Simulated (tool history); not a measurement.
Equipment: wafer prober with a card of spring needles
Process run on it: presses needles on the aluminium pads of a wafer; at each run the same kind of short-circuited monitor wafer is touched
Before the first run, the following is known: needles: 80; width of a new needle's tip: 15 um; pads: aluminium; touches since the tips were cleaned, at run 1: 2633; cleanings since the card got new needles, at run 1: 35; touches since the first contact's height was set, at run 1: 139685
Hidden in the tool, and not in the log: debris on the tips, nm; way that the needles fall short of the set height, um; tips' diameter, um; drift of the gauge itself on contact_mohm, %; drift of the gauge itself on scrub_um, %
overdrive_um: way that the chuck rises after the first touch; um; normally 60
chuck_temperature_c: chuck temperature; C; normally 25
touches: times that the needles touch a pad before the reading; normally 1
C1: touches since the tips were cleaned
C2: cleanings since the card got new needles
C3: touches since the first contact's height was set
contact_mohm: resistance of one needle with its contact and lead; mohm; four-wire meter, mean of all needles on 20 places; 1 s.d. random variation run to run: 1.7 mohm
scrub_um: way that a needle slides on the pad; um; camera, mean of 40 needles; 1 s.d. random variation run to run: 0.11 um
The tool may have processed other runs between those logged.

Run 1, hour 0.0: usual settings; C1 2633; C2 35; C3 139685. Result: contact_mohm 329 mohm, scrub_um 7.91 um.
At hour 3.4: tips cleaned on abrasive film.
At hour 13.1: tips cleaned on abrasive film.
Run 2, hour 21.0: usual settings; C1 3228; C2 37; C3 148140. Result: contact_mohm 357 mohm, scrub_um 7.41 um.
At hour 22.4: tips cleaned on abrasive film.
At hour 31.2: tips cleaned on abrasive film.
At hour 40.7: tips cleaned on abrasive film.
Run 3, hour 45.7: usual settings; C1 2024; C2 40; C3 158064. Result: contact_mohm 327 mohm, scrub_um 7.26 um.
At hour 49.8: tips cleaned on abrasive film.
At hour 58.6: tips cleaned on abrasive film.
Run 4, hour 66.1: usual settings; C1 3028; C2 42; C3 166263. Result: contact_mohm 375 mohm, scrub_um 7.22 um.
At hour 68.0: tips cleaned on abrasive film.
At hour 76.9: tips cleaned on abrasive film.
Run 5, hour 76.9: usual settings but chuck_temperature_c 44 C; C1 0; C2 44; C3 170588. Result: contact_mohm 196 mohm, scrub_um 7.20 um.
At hour 85.7: tips cleaned on abrasive film.
At hour 94.7: tips cleaned on abrasive film.
Run 6, hour 101.3: usual settings but chuck_temperature_c 44 C; C1 2702; C2 46; C3 180415. Result: contact_mohm 346 mohm, scrub_um 7.19 um.
At hour 104.9: tips cleaned on abrasive film, once more.
At hour 115.3: tips cleaned on abrasive film.
At hour 115.6: height of the first contact set anew.
Run 7, hour 120.4: usual settings but chuck_temperature_c 44 C; C1 1937; C2 48; C3 1937. Result: contact_mohm 294 mohm, scrub_um 8.02 um.
At hour 124.2: tips cleaned on abrasive film.
At hour 132.9: tips cleaned on abrasive film.
At hour 143.1: tips cleaned on abrasive film.
Run 8, hour 144.7: usual settings but chuck_temperature_c 44 C; C1 671; C2 51; C3 11721. Result: contact_mohm 242 mohm, scrub_um 8.01 um.
At hour 151.8: tips cleaned on abrasive film.
At hour 161.0: tips cleaned on abrasive film.
Run 9, hour 162.4: usual settings but chuck_temperature_c 120 C; C1 567; C2 53; C3 18811. Result: contact_mohm 232 mohm, scrub_um 8.25 um.
At hour 171.6: tips cleaned on abrasive film.
At hour 181.9: tips cleaned on abrasive film.
Run 10, hour 187.5: usual settings but chuck_temperature_c 115 C; C1 2296; C2 55; C3 28953. Result: contact_mohm 318 mohm, scrub_um 8.26 um.
At hour 190.6: tips cleaned on abrasive film.
At hour 201.1: tips cleaned on abrasive film.
Run 11, hour 204.4: usual settings but chuck_temperature_c 84 C; C1 1373; C2 57; C3 35742. Result: contact_mohm 281 mohm, scrub_um 8.15 um.
At hour 210.6: tips cleaned on abrasive film.
At hour 219.6: tips cleaned on abrasive film.
Run 12, hour 221.6: usual settings; C1 783; C2 59; C3 42625. Result: contact_mohm 237 mohm, scrub_um 8.12 um.
At hour 228.5: tips cleaned on abrasive film.
At hour 237.7: tips cleaned on abrasive film.
Run 13, hour 243.2: usual settings; C1 2243; C2 61; C3 51350. Result: contact_mohm 325 mohm, scrub_um 7.95 um.
At hour 246.5: tips cleaned on abrasive film.
At hour 255.5: tips cleaned on abrasive film.
Run 14, hour 257.7: usual settings; C1 898; C2 63; C3 57161. Result: contact_mohm 255 mohm, scrub_um 7.82 um.
At hour 265.5: tips cleaned on abrasive film.
Run 15, hour 270.9: usual settings but chuck_temperature_c 94 C; C1 2166; C2 64; C3 62465. Result: contact_mohm 332 mohm, scrub_um 7.96 um.
At hour 275.2: tips cleaned on abrasive film.
At hour 284.0: tips cleaned on abrasive film.
Run 16, hour 289.3: usual settings but chuck_temperature_c 121 C, touches 3; C1 2164; C2 66; C3 69866. Result: contact_mohm 238 mohm, scrub_um 8.03 um.
At hour 293.8: tips cleaned on abrasive film.
Run 17, hour 299.9: usual settings but overdrive_um 62 um, chuck_temperature_c 47 C; C1 2477; C2 67; C3 74145. Result: contact_mohm 328 mohm, scrub_um 8.28 um.
At hour 303.1: tips cleaned on abrasive film.
At hour 313.6: tips cleaned on abrasive film.
Run 18, hour 320.7: usual settings but overdrive_um 58 um, chuck_temperature_c 83 C, touches 2; C1 2876; C2 69; C3 82507. Result: contact_mohm 295 mohm, scrub_um 7.39 um.
At hour 322.9: tips cleaned on abrasive film.
At hour 332.2: tips cleaned on abrasive film.
Run 19, hour 340.4: usual settings but overdrive_um 58 um, chuck_temperature_c 83 C, touches 2; C1 3332; C2 71; C3 90431. Result: contact_mohm 298 mohm, scrub_um 7.71 um.
At hour 341.7: tips cleaned on abrasive film.
At hour 351.2: tips cleaned on abrasive film.
At hour 361.1: tips cleaned on abrasive film.
Run 20, hour 364.2: usual settings but overdrive_um 58 um, chuck_temperature_c 83 C, touches 2; C1 1260; C2 74; C3 100005. Result: contact_mohm 247 mohm, scrub_um 7.42 um.
At hour 370.0: tips cleaned on abrasive film.
At hour 378.8: tips cleaned on abrasive film.
Run 21, hour 380.9: usual settings but overdrive_um 51 um, chuck_temperature_c 66 C, touches 2; C1 853; C2 76; C3 106713. Result: contact_mohm 245 mohm, scrub_um 6.62 um.
At hour 389.4: tips cleaned on abrasive film.
At hour 399.1: tips cleaned on abrasive film.
Run 22, hour 399.3: usual settings but overdrive_um 68 um, chuck_temperature_c 80 C; C1 106; C2 78; C3 114107. Result: contact_mohm 203 mohm, scrub_um 8.90 um.
At hour 408.3: tips cleaned on abrasive film.
At hour 417.0: tips cleaned on abrasive film.
Run 23, hour 417.0: usual settings but overdrive_um 65 um, chuck_temperature_c 64 C, touches 2; C1 0; C2 80; C3 121225. Result: contact_mohm 193 mohm, scrub_um 8.23 um.
At hour 427.1: tips cleaned on abrasive film.
At hour 437.3: tips cleaned on abrasive film.
Run 24, hour 441.2: usual settings but overdrive_um 65 um, chuck_temperature_c 64 C, touches 2; C1 1607; C2 82; C3 130967. Result: contact_mohm 254 mohm, scrub_um 8.32 um.
At hour 446.3: tips cleaned on abrasive film.
At hour 456.4: tips cleaned on abrasive film.
Run 25, hour 460.3: usual settings but overdrive_um 63 um, chuck_temperature_c 38 C; C1 1588; C2 84; C3 138648. Result: contact_mohm 310 mohm, scrub_um 8.06 um.
At hour 465.0: tips cleaned on abrasive film.
At hour 474.6: tips cleaned on abrasive film.
Run 26, hour 478.5: usual settings but overdrive_um 63 um, chuck_temperature_c 38 C; C1 1589; C2 86; C3 145948. Result: contact_mohm 297 mohm, scrub_um 7.85 um.
At hour 483.5: tips cleaned on abrasive film.
At hour 493.0: tips cleaned on abrasive film.
Run 27, hour 494.5: usual settings; C1 604; C2 88; C3 152387. Result: contact_mohm 246 mohm, scrub_um 7.54 um.
At hour 502.7: tips cleaned on abrasive film.
At hour 511.5: tips cleaned on abrasive film.
Run 28, hour 517.5: usual settings; C1 2458; C2 90; C3 161670. Result: contact_mohm 367 mohm, scrub_um 7.36 um.
At hour 521.2: tips cleaned on abrasive film.
At hour 529.8: tips cleaned on abrasive film.
At hour 539.4: tips cleaned on abrasive film.
Run 29, hour 539.5: usual settings; C1 45; C2 93; C3 170479. Result: contact_mohm 207 mohm, scrub_um 7.53 um.
At hour 548.5: tips cleaned on abrasive film.
At hour 557.5: tips cleaned on abrasive film.
Run 30, hour 559.2: usual settings but overdrive_um 40 um, chuck_temperature_c 32 C, touches 3; C1 687; C2 95; C3 178412. Result: contact_mohm 248 mohm, scrub_um 4.69 um.

How the hidden state differs across the entries between the runs, from the last listed run before each to the first after it:
Run 1 -> run 2: tips cleaned on abrasive film (hour 3.4); tips cleaned on abrasive film (hour 13.1)
  debris on the tips, nm: 140.5 -> 146.9; way that the needles fall short of the set height, um: 3.89 -> 6.23; tips' diameter, um: 16.36 -> 16.76
  measured value less the no-hidden-state value, contact_mohm: +159 -> +187 mohm; scrub_um: -0.54 -> -0.86 um
Run 2 -> run 3: tips cleaned on abrasive film (hour 22.4); tips cleaned on abrasive film (hour 31.2); tips cleaned on abrasive film (hour 40.7)
  debris on the tips, nm: 146.9 -> 123; way that the needles fall short of the set height, um: 6.23 -> 6.59; tips' diameter, um: 16.76 -> 16.89
  measured value less the no-hidden-state value, contact_mohm: +187 -> +159 mohm; scrub_um: -0.86 -> -0.90 um
Run 3 -> run 4: tips cleaned on abrasive film (hour 49.8); tips cleaned on abrasive film (hour 58.6)
  debris on the tips, nm: 123 -> 156.6; way that the needles fall short of the set height, um: 6.59 -> 6.83; tips' diameter, um: 16.89 -> 16.97
  measured value less the no-hidden-state value, contact_mohm: +159 -> +206 mohm; scrub_um: -0.90 -> -0.93 um
Run 4 -> run 5: tips cleaned on abrasive film (hour 68.0); tips cleaned on abrasive film (hour 76.9)
  debris on the tips, nm: 156.6 -> 15.6; way that the needles fall short of the set height, um: 6.83 -> 7.03; tips' diameter, um: 16.97 -> 17.04
  measured value less the no-hidden-state value, contact_mohm: +206 -> +23 mohm; scrub_um: -0.93 -> -0.94 um
Run 5 -> run 6: tips cleaned on abrasive film (hour 85.7); tips cleaned on abrasive film (hour 94.7)
  debris on the tips, nm: 15.6 -> 128.7; way that the needles fall short of the set height, um: 7.03 -> 7.25; tips' diameter, um: 17.04 -> 17.12
  measured value less the no-hidden-state value, contact_mohm: +23 -> +171 mohm; scrub_um: -0.94 -> -0.98 um
Run 6 -> run 7: tips cleaned on abrasive film, once more (hour 104.9); tips cleaned on abrasive film (hour 115.3); height of the first contact set anew (hour 115.6)
  debris on the tips, nm: 128.7 -> 113.1; way that the needles fall short of the set height, um: 7.25 -> 0; tips' diameter, um: 17.12 -> 17.2
  measured value less the no-hidden-state value, contact_mohm: +171 -> +120 mohm; scrub_um: -0.98 -> +0.00 um
Run 7 -> run 8: tips cleaned on abrasive film (hour 124.2); tips cleaned on abrasive film (hour 132.9); tips cleaned on abrasive film (hour 143.1)
  debris on the tips, nm: 113.1 -> 60.1; way that the needles fall short of the set height, um: 0 -> 0.41; tips' diameter, um: 17.2 -> 17.34
  measured value less the no-hidden-state value, contact_mohm: +120 -> +67 mohm; scrub_um: +0.00 -> -0.06 um
Run 8 -> run 9: tips cleaned on abrasive film (hour 151.8); tips cleaned on abrasive film (hour 161.0)
  debris on the tips, nm: 60.1 -> 44.4; way that the needles fall short of the set height, um: 0.41 -> 0.63; tips' diameter, um: 17.34 -> 17.42
  measured value less the no-hidden-state value, contact_mohm: +67 -> +44 mohm; scrub_um: -0.06 -> -0.09 um
Run 9 -> run 10: tips cleaned on abrasive film (hour 171.6); tips cleaned on abrasive film (hour 181.9)
  debris on the tips, nm: 44.4 -> 130.1; way that the needles fall short of the set height, um: 0.63 -> 0.87; tips' diameter, um: 17.42 -> 17.5
  measured value less the no-hidden-state value, contact_mohm: +44 -> +130 mohm; scrub_um: -0.09 -> -0.11 um
Run 10 -> run 11: tips cleaned on abrasive film (hour 190.6); tips cleaned on abrasive film (hour 201.1)
  debris on the tips, nm: 130.1 -> 91.6; way that the needles fall short of the set height, um: 0.87 -> 1.11; tips' diameter, um: 17.5 -> 17.59
  measured value less the no-hidden-state value, contact_mohm: +130 -> +98 mohm; scrub_um: -0.11 -> -0.15 um
Run 11 -> run 12: tips cleaned on abrasive film (hour 210.6); tips cleaned on abrasive film (hour 219.6)
  debris on the tips, nm: 91.6 -> 59.4; way that the needles fall short of the set height, um: 1.11 -> 1.32; tips' diameter, um: 17.59 -> 17.66
  measured value less the no-hidden-state value, contact_mohm: +98 -> +70 mohm; scrub_um: -0.15 -> -0.18 um
Run 12 -> run 13: tips cleaned on abrasive film (hour 228.5); tips cleaned on abrasive film (hour 237.7)
  debris on the tips, nm: 59.4 -> 129.9; way that the needles fall short of the set height, um: 1.32 -> 1.53; tips' diameter, um: 17.66 -> 17.74
  measured value less the no-hidden-state value, contact_mohm: +70 -> +156 mohm; scrub_um: -0.18 -> -0.21 um
Run 13 -> run 14: tips cleaned on abrasive film (hour 246.5); tips cleaned on abrasive film (hour 255.5)
  debris on the tips, nm: 129.9 -> 71.6; way that the needles fall short of the set height, um: 1.53 -> 1.8; tips' diameter, um: 17.74 -> 17.83
  measured value less the no-hidden-state value, contact_mohm: +156 -> +88 mohm; scrub_um: -0.21 -> -0.24 um
Run 14 -> run 15: tips cleaned on abrasive film (hour 265.5)
  debris on the tips, nm: 71.6 -> 134.2; way that the needles fall short of the set height, um: 1.8 -> 1.91; tips' diameter, um: 17.83 -> 17.87
  measured value less the no-hidden-state value, contact_mohm: +88 -> +148 mohm; scrub_um: -0.24 -> -0.27 um
Run 15 -> run 16: tips cleaned on abrasive film (hour 275.2); tips cleaned on abrasive film (hour 284.0)
  debris on the tips, nm: 134.2 -> 129; way that the needles fall short of the set height, um: 1.91 -> 2.11; tips' diameter, um: 17.87 -> 17.94
  measured value less the no-hidden-state value, contact_mohm: +148 -> +51 mohm; scrub_um: -0.27 -> -0.29 um
Run 16 -> run 17: tips cleaned on abrasive film (hour 293.8)
  debris on the tips, nm: 129 -> 137.7; way that the needles fall short of the set height, um: 2.11 -> 2.24; tips' diameter, um: 17.94 -> 17.98
  measured value less the no-hidden-state value, contact_mohm: +51 -> +155 mohm; scrub_um: -0.29 -> -0.31 um
Run 17 -> run 18: tips cleaned on abrasive film (hour 303.1); tips cleaned on abrasive film (hour 313.6)
  debris on the tips, nm: 137.7 -> 149.9; way that the needles fall short of the set height, um: 2.24 -> 2.48; tips' diameter, um: 17.98 -> 18.07
  measured value less the no-hidden-state value, contact_mohm: +155 -> +113 mohm; scrub_um: -0.31 -> -0.34 um
Run 18 -> run 19: tips cleaned on abrasive film (hour 322.9); tips cleaned on abrasive film (hour 332.2)
  debris on the tips, nm: 149.9 -> 152; way that the needles fall short of the set height, um: 2.48 -> 2.72; tips' diameter, um: 18.07 -> 18.15
  measured value less the no-hidden-state value, contact_mohm: +113 -> +115 mohm; scrub_um: -0.34 -> -0.38 um
Run 19 -> run 20: tips cleaned on abrasive film (hour 341.7); tips cleaned on abrasive film (hour 351.2); tips cleaned on abrasive film (hour 361.1)
  debris on the tips, nm: 152 -> 84.2; way that the needles fall short of the set height, um: 2.72 -> 3.08; tips' diameter, um: 18.15 -> 18.28
  measured value less the no-hidden-state value, contact_mohm: +115 -> +67 mohm; scrub_um: -0.38 -> -0.42 um
Run 20 -> run 21: tips cleaned on abrasive film (hour 370.0); tips cleaned on abrasive film (hour 378.8)
  debris on the tips, nm: 84.2 -> 60.8; way that the needles fall short of the set height, um: 3.08 -> 3.33; tips' diameter, um: 18.28 -> 18.36
  measured value less the no-hidden-state value, contact_mohm: +67 -> +66 mohm; scrub_um: -0.42 -> -0.46 um
Run 21 -> run 22: tips cleaned on abrasive film (hour 389.4); tips cleaned on abrasive film (hour 399.1)
  debris on the tips, nm: 60.8 -> 26; way that the needles fall short of the set height, um: 3.33 -> 3.54; tips' diameter, um: 18.36 -> 18.44
  measured value less the no-hidden-state value, contact_mohm: +66 -> +28 mohm; scrub_um: -0.46 -> -0.49 um
Run 22 -> run 23: tips cleaned on abrasive film (hour 408.3); tips cleaned on abrasive film (hour 417.0)
  debris on the tips, nm: 26 -> 17.8; way that the needles fall short of the set height, um: 3.54 -> 3.78; tips' diameter, um: 18.44 -> 18.52
  measured value less the no-hidden-state value, contact_mohm: +28 -> +15 mohm; scrub_um: -0.49 -> -0.52 um
Run 23 -> run 24: tips cleaned on abrasive film (hour 427.1); tips cleaned on abrasive film (hour 437.3)
  debris on the tips, nm: 17.8 -> 111.7; way that the needles fall short of the set height, um: 3.78 -> 3.98; tips' diameter, um: 18.52 -> 18.59
  measured value less the no-hidden-state value, contact_mohm: +15 -> +78 mohm; scrub_um: -0.52 -> -0.54 um
Run 24 -> run 25: tips cleaned on abrasive film (hour 446.3); tips cleaned on abrasive film (hour 456.4)
  debris on the tips, nm: 111.7 -> 110.4; way that the needles fall short of the set height, um: 3.98 -> 4.23; tips' diameter, um: 18.59 -> 18.68
  measured value less the no-hidden-state value, contact_mohm: +78 -> +140 mohm; scrub_um: -0.54 -> -0.58 um
Run 25 -> run 26: tips cleaned on abrasive film (hour 465.0); tips cleaned on abrasive film (hour 474.6)
  debris on the tips, nm: 110.4 -> 95.2; way that the needles fall short of the set height, um: 4.23 -> 4.45; tips' diameter, um: 18.68 -> 18.76
  measured value less the no-hidden-state value, contact_mohm: +140 -> +125 mohm; scrub_um: -0.58 -> -0.61 um
Run 26 -> run 27: tips cleaned on abrasive film (hour 483.5); tips cleaned on abrasive film (hour 493.0)
  debris on the tips, nm: 95.2 -> 51.2; way that the needles fall short of the set height, um: 4.45 -> 4.68; tips' diameter, um: 18.76 -> 18.83
  measured value less the no-hidden-state value, contact_mohm: +125 -> +77 mohm; scrub_um: -0.61 -> -0.64 um
Run 27 -> run 28: tips cleaned on abrasive film (hour 502.7); tips cleaned on abrasive film (hour 511.5)
  debris on the tips, nm: 51.2 -> 134.5; way that the needles fall short of the set height, um: 4.68 -> 4.92; tips' diameter, um: 18.83 -> 18.92
  measured value less the no-hidden-state value, contact_mohm: +77 -> +198 mohm; scrub_um: -0.64 -> -0.67 um
Run 28 -> run 29: tips cleaned on abrasive film (hour 521.2); tips cleaned on abrasive film (hour 529.8); tips cleaned on abrasive film (hour 539.4)
  debris on the tips, nm: 134.5 -> 20.7; way that the needles fall short of the set height, um: 4.92 -> 5.32; tips' diameter, um: 18.92 -> 19.06
  measured value less the no-hidden-state value, contact_mohm: +198 -> +36 mohm; scrub_um: -0.67 -> -0.72 um
Run 29 -> run 30: tips cleaned on abrasive film (hour 548.5); tips cleaned on abrasive film (hour 557.5)
  debris on the tips, nm: 20.7 -> 51.1; way that the needles fall short of the set height, um: 5.32 -> 5.49; tips' diameter, um: 19.06 -> 19.12
  measured value less the no-hidden-state value, contact_mohm: +36 -> +72 mohm; scrub_um: -0.72 -> -0.75 um

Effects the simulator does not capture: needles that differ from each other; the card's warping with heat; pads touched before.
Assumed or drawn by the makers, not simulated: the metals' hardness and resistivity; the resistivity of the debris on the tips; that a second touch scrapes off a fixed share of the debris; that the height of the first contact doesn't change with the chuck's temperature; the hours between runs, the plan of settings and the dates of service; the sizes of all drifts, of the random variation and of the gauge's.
